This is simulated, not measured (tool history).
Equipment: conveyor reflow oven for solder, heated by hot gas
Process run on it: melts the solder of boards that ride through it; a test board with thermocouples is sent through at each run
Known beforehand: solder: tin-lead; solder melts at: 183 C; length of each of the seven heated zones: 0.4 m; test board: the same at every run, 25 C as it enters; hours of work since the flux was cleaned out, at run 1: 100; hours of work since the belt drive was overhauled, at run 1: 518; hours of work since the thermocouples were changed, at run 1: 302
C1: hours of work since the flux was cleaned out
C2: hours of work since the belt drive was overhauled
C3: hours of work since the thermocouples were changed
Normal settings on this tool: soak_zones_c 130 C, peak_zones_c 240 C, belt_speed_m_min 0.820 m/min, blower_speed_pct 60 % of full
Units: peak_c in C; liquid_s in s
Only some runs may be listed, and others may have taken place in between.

run 1 hour=0.0 | soak_zones_c=130 peak_zones_c=240 belt_speed_m_min=0.820 blower_speed_pct=60 | C1=100 C2=518 C3=302 | peak_c=218.4 liquid_s=42.4
run 2 hour=34.5 | soak_zones_c=130 peak_zones_c=240 belt_speed_m_min=0.820 blower_speed_pct=60 | C1=116 C2=534 C3=318 | peak_c=218.4 liquid_s=42.6
run 3 hour=66.9 | soak_zones_c=130 peak_zones_c=240 belt_speed_m_min=0.820 blower_speed_pct=60 | C1=131 C2=549 C3=333 | peak_c=218.3 liquid_s=42.2
run 4 hour=96.5 | soak_zones_c=130 peak_zones_c=240 belt_speed_m_min=0.820 blower_speed_pct=60 | C1=145 C2=563 C3=347 | peak_c=218.0 liquid_s=42.3
run 5 hour=125.1 | soak_zones_c=130 peak_zones_c=240 belt_speed_m_min=0.820 blower_speed_pct=60 | C1=158 C2=576 C3=360 | peak_c=218.3 liquid_s=42.1
run 6 hour=155.3 | soak_zones_c=130 peak_zones_c=240 belt_speed_m_min=0.820 blower_speed_pct=60 | C1=172 C2=590 C3=374 | peak_c=217.3 liquid_s=42.4
run 7 hour=188.6 | soak_zones_c=130 peak_zones_c=240 belt_speed_m_min=0.766 blower_speed_pct=60 | C1=187 C2=605 C3=389 | peak_c=220.5 liquid_s=47.0
run 8 hour=218.5 | soak_zones_c=130 peak_zones_c=240 belt_speed_m_min=0.820 blower_speed_pct=72 | C1=201 C2=619 C3=403 | peak_c=221.6 liquid_s=44.8
run 9 hour=249.4 | soak_zones_c=130 peak_zones_c=240 belt_speed_m_min=0.820 blower_speed_pct=72 | C1=215 C2=633 C3=418 | peak_c=221.7 liquid_s=44.9
run 10 hour=274.2 | soak_zones_c=130 peak_zones_c=240 belt_speed_m_min=0.820 blower_speed_pct=72 | C1=227 C2=645 C3=429 | peak_c=221.5 liquid_s=44.8
-- hour=279.9 belt drive overhauled, speed set with a stopwatch
run 11 hour=300.2 | soak_zones_c=130 peak_zones_c=240 belt_speed_m_min=0.820 blower_speed_pct=72 | C1=237 C2=9 C3=439 | peak_c=221.6 liquid_s=44.7
run 12 hour=321.8 | soak_zones_c=130 peak_zones_c=238 belt_speed_m_min=0.820 blower_speed_pct=60 | C1=247 C2=19 C3=449 | peak_c=215.5 liquid_s=41.1
run 13 hour=347.1 | soak_zones_c=130 peak_zones_c=240 belt_speed_m_min=0.820 blower_speed_pct=60 | C1=259 C2=31 C3=461 | peak_c=216.8 liquid_s=41.9
run 14 hour=372.7 | soak_zones_c=130 peak_zones_c=240 belt_speed_m_min=0.820 blower_speed_pct=60 | C1=271 C2=43 C3=473 | peak_c=217.3 liquid_s=41.8
-- hour=390.1 flux residue cleaned out of gas plates and filters
run 15 hour=397.3 | soak_zones_c=130 peak_zones_c=240 belt_speed_m_min=0.820 blower_speed_pct=60 | C1=3 C2=52 C3=482 | peak_c=218.3 liquid_s=42.8
run 16 hour=417.2 | soak_zones_c=123 peak_zones_c=244 belt_speed_m_min=0.691 blower_speed_pct=52 | C1=13 C2=61 C3=491 | peak_c=223.5 liquid_s=53.2
run 17 hour=435.4 | soak_zones_c=123 peak_zones_c=244 belt_speed_m_min=0.691 blower_speed_pct=52 | C1=21 C2=69 C3=499 | peak_c=223.6 liquid_s=53.3

Run 18 is up next; what results do you expect?
run 18 hour=449.8 | soak_zones_c=124 peak_zones_c=240 belt_speed_m_min=0.909 blower_speed_pct=60 | C1=28 C2=76 C3=506 | peak_c=? liquid_s=?

{"run 18": {"peak_c": 213.1, "liquid_s": 33.5}}
If the tool had no hidden condition, the same run with the same run-to-run variation would have returned peak_c 213.8 C, liquid_s 33.4 s.

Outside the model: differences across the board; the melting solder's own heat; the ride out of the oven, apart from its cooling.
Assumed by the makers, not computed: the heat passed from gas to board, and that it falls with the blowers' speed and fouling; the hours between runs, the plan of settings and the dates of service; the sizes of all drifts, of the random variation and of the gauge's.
